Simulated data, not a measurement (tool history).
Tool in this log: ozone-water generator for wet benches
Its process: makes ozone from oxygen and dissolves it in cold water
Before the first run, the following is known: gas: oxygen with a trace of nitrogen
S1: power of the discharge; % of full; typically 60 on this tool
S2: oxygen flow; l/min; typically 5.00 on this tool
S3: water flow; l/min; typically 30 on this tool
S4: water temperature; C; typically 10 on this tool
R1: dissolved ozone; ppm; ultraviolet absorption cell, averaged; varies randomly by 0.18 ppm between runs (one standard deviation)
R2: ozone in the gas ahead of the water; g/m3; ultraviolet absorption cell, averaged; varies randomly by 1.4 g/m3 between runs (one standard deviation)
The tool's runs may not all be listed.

Run 1, hour 0.0: usual settings. Result: R1 22.9 ppm, R2 245.0 g/m3.
Run 2, hour 39.3: usual settings. Result: R1 22.9 ppm, R2 244.7 g/m3.
Run 3, hour 64.5: usual settings. Result: R1 22.8 ppm, R2 245.6 g/m3.
Run 4, hour 86.5: usual settings. Result: R1 23.0 ppm, R2 246.4 g/m3.
Run 5, hour 109.1: usual settings but S2 7.09 l/min. Result: R1 24.3 ppm, R2 207.8 g/m3.
Run 6, hour 142.6: usual settings but S4 7 C. Result: R1 23.4 ppm, R2 246.5 g/m3.
Run 7, hour 180.0: usual settings. Result: R1 22.8 ppm, R2 244.9 g/m3.
Run 8, hour 203.3: usual settings. Result: R1 22.8 ppm, R2 247.0 g/m3.
Run 9, hour 227.8: usual settings. Result: R1 22.9 ppm, R2 242.2 g/m3.
Run 10, hour 247.1: usual settings. Result: R1 22.7 ppm, R2 243.6 g/m3.
Run 11, hour 268.7: usual settings. Result: R1 22.7 ppm, R2 242.3 g/m3.
Run 12, hour 291.3: usual settings. Result: R1 22.5 ppm, R2 243.8 g/m3.
Run 13, hour 321.1: usual settings. Result: R1 22.8 ppm, R2 244.0 g/m3.
Run 14, hour 344.4: usual settings but S4 7 C. Result: R1 23.4 ppm, R2 244.4 g/m3.
Run 15, hour 385.5: usual settings but S4 7 C. Result: R1 22.8 ppm, R2 244.2 g/m3.
Run 16, hour 402.5: usual settings but S1 43 % of full, S2 3.66 l/min, S4 14 C. Result: R1 16.9 ppm, R2 239.1 g/m3.
At hour 435.6: contactor cleaned.
Run 17, hour 446.9: usual settings but S1 43 % of full, S2 6.70 l/min, S4 14 C. Result: R1 19.9 ppm, R2 181.0 g/m3.
Run 18, hour 483.9: usual settings but S2 3.24 l/min, S4 5 C. Result: R1 20.9 ppm, R2 298.0 g/m3.
Run 19, hour 514.3: usual settings but S1 87 % of full, S2 2.58 l/min, S3 32 l/min, S4 7 C. Result: R1 21.6 ppm, R2 400.4 g/m3.
Run 20, hour 540.5: usual settings but S1 77 % of full, S2 7.09 l/min, S4 6 C. Result: R1 29.4 ppm, R2 231.7 g/m3.
Run 21, hour 559.2: usual settings but S2 5.50 l/min, S3 35 l/min. Result: R1 20.3 ppm, R2 231.9 g/m3.
Run 22, hour 599.7: usual settings but S2 5.50 l/min, S3 35 l/min. Result: R1 20.5 ppm, R2 231.6 g/m3.
Run 23, hour 619.1: usual settings but S2 5.50 l/min, S3 35 l/min. Result: R1 20.3 ppm, R2 230.9 g/m3.
Run 24, hour 648.7: usual settings but S2 5.50 l/min, S3 35 l/min. Result: R1 20.4 ppm, R2 230.1 g/m3.
Run 25, hour 689.0: usual settings but S2 5.50 l/min, S3 35 l/min. Result: R1 20.8 ppm, R2 229.9 g/m3.
Run 26, hour 709.6: usual settings but S2 9.00 l/min, S3 47 l/min, S4 18 C. Result: R1 16.0 ppm, R2 183.8 g/m3.
Run 27, hour 731.5: usual settings but S2 5.66 l/min, S3 32 l/min, S4 16 C. Result: R1 21.0 ppm, R2 228.5 g/m3.
Run 28, hour 767.9: usual settings but S1 43 % of full, S2 4.90 l/min, S3 18 l/min, S4 8 C. Result: R1 30.0 ppm, R2 208.2 g/m3.
Run 29, hour 808.0: usual settings but S1 43 % of full, S2 4.90 l/min, S3 18 l/min, S4 8 C. Result: R1 30.4 ppm, R2 204.3 g/m3.

Each row is a separate what-if for the run after 29, all from the same tool condition, not one after another. Results?
Run A, hour 844.1: usual settings but S1 43 % of full, S2 4.49 l/min, S3 28 l/min, S4 7 C. Result: R1 ?, R2 ?.
Run B, hour 844.1: usual settings but S1 44 % of full, S2 6.43 l/min. Result: R1 ?, R2 ?.
Run C, hour 844.1: usual settings but S1 43 % of full, S2 4.68 l/min, S3 23 l/min, S4 7 C. Result: R1 ?, R2 ?.

run    R1     R2
  A  20.5  214.4
  B  20.7  182.1
  C  24.9  209.8
Without the tool's unlogged condition, the same runs would have read:
run    R1     R2
  A  21.6  224.8
  B  21.9  191.0
  C  26.2  220.0

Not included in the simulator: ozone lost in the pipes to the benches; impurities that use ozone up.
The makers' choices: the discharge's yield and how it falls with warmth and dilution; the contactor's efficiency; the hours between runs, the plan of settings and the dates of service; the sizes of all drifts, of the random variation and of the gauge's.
